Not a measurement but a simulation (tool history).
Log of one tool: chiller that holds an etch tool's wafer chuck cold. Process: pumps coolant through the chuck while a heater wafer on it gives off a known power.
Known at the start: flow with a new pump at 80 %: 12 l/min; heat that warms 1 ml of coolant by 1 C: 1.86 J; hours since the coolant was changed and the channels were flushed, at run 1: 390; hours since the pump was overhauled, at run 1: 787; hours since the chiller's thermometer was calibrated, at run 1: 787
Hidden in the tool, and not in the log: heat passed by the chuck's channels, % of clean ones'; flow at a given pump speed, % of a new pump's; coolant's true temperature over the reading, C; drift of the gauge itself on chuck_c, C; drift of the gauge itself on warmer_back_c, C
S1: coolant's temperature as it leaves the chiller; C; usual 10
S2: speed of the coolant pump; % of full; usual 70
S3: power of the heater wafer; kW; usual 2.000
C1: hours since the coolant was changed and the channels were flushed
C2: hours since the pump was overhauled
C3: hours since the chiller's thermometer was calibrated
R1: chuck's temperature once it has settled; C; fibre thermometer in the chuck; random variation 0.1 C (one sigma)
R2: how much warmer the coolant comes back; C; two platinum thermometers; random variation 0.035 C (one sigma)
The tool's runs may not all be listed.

Run 1, hour 0.0: usual settings; C1 390; C2 787; C3 787. Result: R1 27.0 C, R2 6.14 C.
Run 2, hour 104.2: usual settings; C1 494; C2 891; C3 891. Result: R1 27.1 C, R2 6.12 C.
Run 3, hour 182.6: usual settings; C1 573; C2 969; C3 969. Result: R1 27.3 C, R2 6.17 C.
Run 4, hour 277.3: usual settings but S3 1.481 kW; C1 668; C2 1064; C3 1064. Result: R1 22.5 C, R2 4.57 C.
Run 5, hour 372.8: usual settings but S3 1.481 kW; C1 763; C2 1159; C3 1159. Result: R1 22.7 C, R2 4.54 C.
Run 6, hour 481.9: usual settings; C1 872; C2 1269; C3 1269. Result: R1 27.4 C, R2 6.22 C.
Run 7, hour 546.5: usual settings but S3 1.104 kW; C1 937; C2 1333; C3 1333. Result: R1 19.5 C, R2 3.40 C.
Run 8, hour 607.1: usual settings; C1 997; C2 1394; C3 1394. Result: R1 27.3 C, R2 6.22 C.
Run 9, hour 742.2: usual settings; C1 1132; C2 1529; C3 1529. Result: R1 27.6 C, R2 6.27 C.
Run 10, hour 847.7: usual settings but S2 71 % of full, S3 1.926 kW; C1 1238; C2 1634; C3 1634. Result: R1 26.6 C, R2 5.91 C.
Run 11, hour 941.8: usual settings but S1 9 C, S2 90 % of full, S3 2.187 kW; C1 1332; C2 1728; C3 1728. Result: R1 24.8 C, R2 5.31 C.
Run 12, hour 1066.3: usual settings but S1 5 C, S2 90 % of full, S3 1.545 kW; C1 1457; C2 1853; C3 1853. Result: R1 16.0 C, R2 3.80 C.
Run 13, hour 1173.3: usual settings but S1 5 C, S2 83 % of full, S3 2.021 kW; C1 1564; C2 1960; C3 1960. Result: R1 20.7 C, R2 5.41 C.
Run 14, hour 1233.4: usual settings but S1 16 C, S2 67 % of full, S3 1.291 kW; C1 1624; C2 2020; C3 2020. Result: R1 27.5 C, R2 4.20 C.
Run 15, hour 1308.6: usual settings but S1 16 C, S2 67 % of full, S3 1.291 kW; C1 1699; C2 2095; C3 2095. Result: R1 27.6 C, R2 4.19 C.
Run 16, hour 1446.5: usual settings but S1 11 C, S2 84 % of full, S3 1.396 kW; C1 1837; C2 2233; C3 2233. Result: R1 21.7 C, R2 3.68 C.
Run 17, hour 1549.7: usual settings but S1 15 C, S2 65 % of full, S3 1.447 kW; C1 1940; C2 2336; C3 2336. Result: R1 28.6 C, R2 4.88 C.
Run 18, hour 1685.6: usual settings but S1 15 C, S2 65 % of full, S3 1.447 kW; C1 2076; C2 2472; C3 2472. Result: R1 28.7 C, R2 4.84 C.

Forecast each of these 4 alternatives for the next run:
Run A, hour 1784.6: usual settings but S1 19 C; C1 2175; C2 2571; C3 2571. Result: R1 ?, R2 ?.
Run B, hour 1784.6: usual settings but S1 15 C, S2 65 % of full, S3 1.543 kW; C1 2175; C2 2571; C3 2571. Result: R1 ?, R2 ?.
Run C, hour 1784.6: usual settings but S1 12 C; C1 2175; C2 2571; C3 2571. Result: R1 ?, R2 ?.
Run D, hour 1784.6: usual settings but S2 77 % of full; C1 2175; C2 2571; C3 2571. Result: R1 ?, R2 ?.

run    R1    R2
  A  36.9  6.31
  B  29.4  5.29
  C  29.8  6.28
  D  26.6  5.72
Without the tool's hidden state the same runs would have given:
run    R1    R2
  A  36.0  6.10
  B  28.7  5.12
  C  28.9  6.07
  D  25.7  5.53
